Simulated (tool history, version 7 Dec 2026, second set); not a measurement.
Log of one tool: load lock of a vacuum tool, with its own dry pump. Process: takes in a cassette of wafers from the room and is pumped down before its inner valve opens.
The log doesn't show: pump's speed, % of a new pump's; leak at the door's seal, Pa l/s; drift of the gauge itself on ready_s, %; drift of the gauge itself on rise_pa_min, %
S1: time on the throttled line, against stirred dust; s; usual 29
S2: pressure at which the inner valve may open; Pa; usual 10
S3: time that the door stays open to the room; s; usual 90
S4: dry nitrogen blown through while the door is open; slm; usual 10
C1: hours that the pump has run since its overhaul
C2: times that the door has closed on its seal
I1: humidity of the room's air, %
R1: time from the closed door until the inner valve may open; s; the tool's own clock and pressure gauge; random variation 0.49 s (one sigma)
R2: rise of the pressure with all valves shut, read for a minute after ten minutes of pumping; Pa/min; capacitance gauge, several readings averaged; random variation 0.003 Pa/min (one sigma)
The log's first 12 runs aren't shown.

run,day,S1,S2,S3,S4,C1,C2,I1,R1,R2
13,149.475,32,10,90,43,13787,20876,46.8,71.7,0.067
14,161.908,32,10,90,43,14085,21248,44.7,71.8,0.071
15,176.808,32,10,90,43,14443,21693,44.9,71.5,0.074
16,190.492,32,10,90,43,14771,22102,46.6,71.6,0.077
17,202.175,21,8,90,14,15052,22451,50.4,65.7,0.084
18,213.354,34,8,31,14,15320,22785,45.7,74.0,0.079
19,221.592,38,10,90,40,15518,23031,43.2,76.5,0.084
20,229.800,42,18,86,17,15715,23276,45.0,76.0,0.093
21,243.200,24,14,26,11,16036,23677,44.8,65.5,0.085
22,256.996,22,15,26,11,16367,24089,41.8,63.2,0.086
23,265.700,29,7,113,10,16576,24349,44.0,72.8,0.099
24,272.971,29,15,90,5,16751,24566,44.0,69.0,0.095
25,282.342,22,10,152,4,16975,24846,42.4,67.0,0.119
26,297.321,22,10,152,4,17335,25293,47.3,66.5,0.115
27,310.721,57,10,90,10,17657,25694,44.9,90.5,0.101
28,318.367,57,10,90,10,17840,25922,44.8,90.8,0.106
29,326.038,42,7,90,6,18024,26151,42.8,83.1,0.101
30,339.492,33,14,233,21,18347,26553,44.8,72.0,0.108
31,351.946,33,14,233,7,18646,26925,46.2,72.3,0.124
32,366.608,29,11,90,10,18998,27364,44.0,70.5,0.111

4 ways to go on from here, each from the tool as it stands after run 32. What would each give?
A,379.883,24,16,90,6,19317,27760,44.0,?,?
B,379.883,29,11,172,10,19317,27760,42.9,?,?
C,379.883,29,8,90,24,19317,27760,45.0,?,?
D,379.883,29,10,112,10,19317,27760,45.5,?,?

run,R1,R2
A,65.4,0.108
B,71.5,0.114
C,72.7,0.104
D,70.9,0.114
Without the tool's hidden state the same runs would have given:
run,R1,R2
A,58.0,0.027
B,64.1,0.033
C,65.1,0.023
D,63.4,0.034
